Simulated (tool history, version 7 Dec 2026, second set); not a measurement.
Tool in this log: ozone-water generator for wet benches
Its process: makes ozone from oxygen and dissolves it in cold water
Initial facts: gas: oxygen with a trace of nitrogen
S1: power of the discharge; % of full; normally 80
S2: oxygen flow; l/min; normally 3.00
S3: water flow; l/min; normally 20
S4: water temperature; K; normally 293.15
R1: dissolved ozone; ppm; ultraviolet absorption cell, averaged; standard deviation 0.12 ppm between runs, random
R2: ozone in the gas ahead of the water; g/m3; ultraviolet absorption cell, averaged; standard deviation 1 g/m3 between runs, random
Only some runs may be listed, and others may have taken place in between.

| run | day | S1 | S2 | S3 | S4 | R1 | R2 |
|---|---|---|---|---|---|---|---|
| 1 | 0.000 | 80 | 3.00 | 20 | 293.15 | 10.9 | 177.6 |
| 2 | 1.179 | 80 | 3.00 | 20 | 293.15 | 11.0 | 177.9 |
| 3 | 2.433 | 80 | 3.00 | 20 | 293.15 | 10.9 | 177.2 |
| 4 | 3.896 | 80 | 3.00 | 20 | 293.15 | 10.5 | 176.3 |
| 5 | 5.308 | 92 | 3.00 | 20 | 293.15 | 11.7 | 193.2 |
| 6 | 6.617 | 92 | 3.00 | 20 | 293.15 | 11.9 | 194.2 |
| 7 | 8.604 | 92 | 3.00 | 24 | 293.15 | 9.7 | 194.0 |
| 8 | 9.696 | 69 | 3.00 | 24 | 293.15 | 8.0 | 160.4 |
| 9 | 10.888 | 69 | 3.00 | 24 | 293.15 | 8.0 | 160.0 |
| 10 | 12.229 | 80 | 3.03 | 20 | 293.15 | 10.7 | 174.4 |
| 11 | 14.042 | 80 | 3.03 | 20 | 293.15 | 10.6 | 175.5 |
| 12 | 15.379 | 80 | 3.03 | 20 | 293.15 | 10.7 | 176.5 |
| 13 | 17.008 | 80 | 3.03 | 20 | 293.15 | 10.7 | 173.3 |
| 14 | 17.867 | 80 | 3.03 | 20 | 293.15 | 10.8 | 174.5 |
| 15 | 19.388 | 80 | 3.03 | 20 | 293.15 | 10.7 | 175.7 |
| 16 | 20.879 | 80 | 3.03 | 20 | 293.15 | 10.6 | 173.3 |
| 17 | 22.754 | 80 | 3.03 | 20 | 293.15 | 10.5 | 175.3 |
| 18 | 24.075 | 44 | 3.03 | 20 | 288.15 | 7.5 | 116.5 |
|  | 24.371 | contactor cleaned |
| 19 | 25.271 | 44 | 3.03 | 20 | 288.15 | 7.1 | 116.2 |
| 20 | 26.283 | 44 | 2.56 | 16 | 288.15 | 8.4 | 124.8 |
| 21 | 27.229 | 75 | 4.29 | 26 | 294.15 | 8.1 | 144.2 |
| 22 | 29.050 | 75 | 4.29 | 26 | 294.15 | 8.0 | 144.3 |
| 23 | 30.608 | 80 | 3.00 | 20 | 290.15 | 10.4 | 175.4 |
|  | 31.475 | contactor cleaned, once more |
| 24 | 32.462 | 80 | 3.00 | 20 | 290.15 | 11.7 | 172.8 |
| 25 | 33.875 | 80 | 3.20 | 20 | 293.15 | 11.7 | 169.0 |
| 26 | 35.562 | 53 | 3.34 | 31 | 293.15 | 5.8 | 126.3 |
| 27 | 37.533 | 53 | 3.34 | 31 | 293.15 | 5.4 | 125.0 |
| 28 | 39.271 | 53 | 3.34 | 31 | 293.15 | 5.5 | 126.5 |
| 29 | 40.312 | 53 | 3.34 | 31 | 293.15 | 5.6 | 125.3 |
| 30 | 41.292 | 80 | 3.00 | 26 | 296.15 | 8.4 | 173.5 |
| 31 | 42.504 | 80 | 3.00 | 26 | 296.15 | 8.5 | 172.3 |
| 32 | 44.504 | 80 | 3.00 | 26 | 296.15 | 8.3 | 171.5 |

Forecast each of these 3 alternatives for the next run:
| A | 46.250 | 47 | 3.00 | 26 | 293.15 | ? | ? |
| B | 46.250 | 79 | 5.15 | 20 | 293.15 | ? | ? |
| C | 46.250 | 80 | 3.00 | 21 | 293.15 | ? | ? |

| run | R1 | R2 |
|---|---|---|
| A | 5.9 | 121.6 |
| B | 12.4 | 136.9 |
| C | 10.6 | 172.0 |
The same runs, with their run-to-run variation unchanged, on a tool lacking any hidden condition would have given:
| run | R1 | R2 |
|---|---|---|
| A | 6.2 | 125.9 |
| B | 13.1 | 144.2 |
| C | 11.3 | 181.2 |
